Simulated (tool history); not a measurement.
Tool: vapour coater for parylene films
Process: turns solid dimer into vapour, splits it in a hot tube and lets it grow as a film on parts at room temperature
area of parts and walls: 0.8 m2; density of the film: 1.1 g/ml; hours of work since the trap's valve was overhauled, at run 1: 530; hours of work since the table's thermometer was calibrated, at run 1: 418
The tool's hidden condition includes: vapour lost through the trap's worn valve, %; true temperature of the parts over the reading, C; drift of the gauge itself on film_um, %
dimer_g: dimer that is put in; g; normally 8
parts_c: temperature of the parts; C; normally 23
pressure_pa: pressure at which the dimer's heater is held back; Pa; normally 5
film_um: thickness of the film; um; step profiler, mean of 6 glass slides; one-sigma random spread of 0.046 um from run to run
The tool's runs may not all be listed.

| run | hour | dimer_g | parts_c | pressure_pa | hours of work since the trap's valve was overhauled | hours of work since the table's thermometer was calibrated | film_um |
|---|---|---|---|---|---|---|---|
| 1 | 0 | 8 | 23 | 5 | 530 | 418 | 4.5 |
| 2 | 13 | 8 | 23 | 5 | 537 | 425 | 4.53 |
| 3 | 30.9 | 8 | 23 | 5 | 546 | 434 | 4.54 |
|  | 50.3 | trap's valve overhauled |
| 4 | 50.3 | 8 | 23 | 5 | 0 | 441 | 4.1 |
| 5 | 74.9 | 3 | 23 | 5 | 12 | 454 | 1.57 |
| 6 | 102.2 | 3 | 23 | 5 | 26 | 467 | 1.54 |
| 7 | 125.3 | 3 | 23 | 5 | 38 | 479 | 1.53 |
|  | 135.6 | trap's valve overhauled, once more |
| 8 | 140.5 | 13 | 23 | 5 | 2 | 484 | 8.55 |
| 9 | 160.1 | 8 | 23 | 5 | 12 | 494 | 5.2 |
| 10 | 186.4 | 8 | 23 | 5 | 25 | 507 | 5.25 |
| 11 | 206 | 8 | 23 | 5 | 35 | 517 | 5.23 |
| 12 | 232.5 | 8 | 31 | 5 | 48 | 531 | 3.92 |
| 13 | 249.7 | 8 | 31 | 5 | 57 | 539 | 3.92 |
| 14 | 265.5 | 8 | 23 | 3.65 | 65 | 547 | 5.32 |
| 15 | 277.9 | 8 | 23 | 5 | 71 | 553 | 5.24 |
| 16 | 290.7 | 8 | 23 | 5 | 78 | 560 | 5.13 |
| 17 | 314.5 | 3 | 31 | 5 | 90 | 572 | 1.46 |
| 18 | 339.5 | 4 | 23 | 5 | 102 | 584 | 2.53 |
| 19 | 357.3 | 8 | 17 | 6.98 | 111 | 593 | 6.07 |
| 20 | 371.6 | 7 | 20 | 6.28 | 118 | 600 | 4.77 |
| 21 | 395.1 | 4 | 19 | 4.07 | 130 | 612 | 3.06 |
| 22 | 413.5 | 4 | 19 | 7.95 | 139 | 621 | 2.75 |
| 23 | 433.1 | 4 | 22 | 3.87 | 149 | 631 | 2.73 |
| 24 | 445.7 | 6 | 34 | 5.48 | 155 | 637 | 2.55 |
| 25 | 458.4 | 9 | 16 | 5.1 | 162 | 644 | 7.27 |
| 26 | 475.1 | 4 | 22 | 5.1 | 170 | 652 | 2.62 |
| 27 | 493 | 8 | 16 | 4.77 | 179 | 661 | 6.45 |
| 28 | 511 | 4 | 19 | 3.64 | 188 | 670 | 3.04 |
| 29 | 529.8 | 4 | 19 | 3.64 | 197 | 679 | 2.97 |
| 30 | 541.7 | 5 | 22 | 5 | 203 | 685 | 3.24 |
| 31 | 566.1 | 8 | 24 | 6.77 | 215 | 698 | 4.54 |

Alternative continuations, all from the tool just after run 31; predict every row:
| A | 582.5 | 8 | 21 | 6.77 | 224 | 706 | ? |
| B | 582.5 | 8 | 21 | 3.9 | 224 | 706 | ? |
| C | 582.5 | 14 | 17 | 9.21 | 224 | 706 | ? |

| run | film_um |
|---|---|
| A | 5.18 |
| B | 5.42 |
| C | 10 |
Without the tool's hidden state the same runs would have given:
| run | film_um |
|---|---|
| A | 5.4 |
| B | 5.65 |
| C | 10.43 |
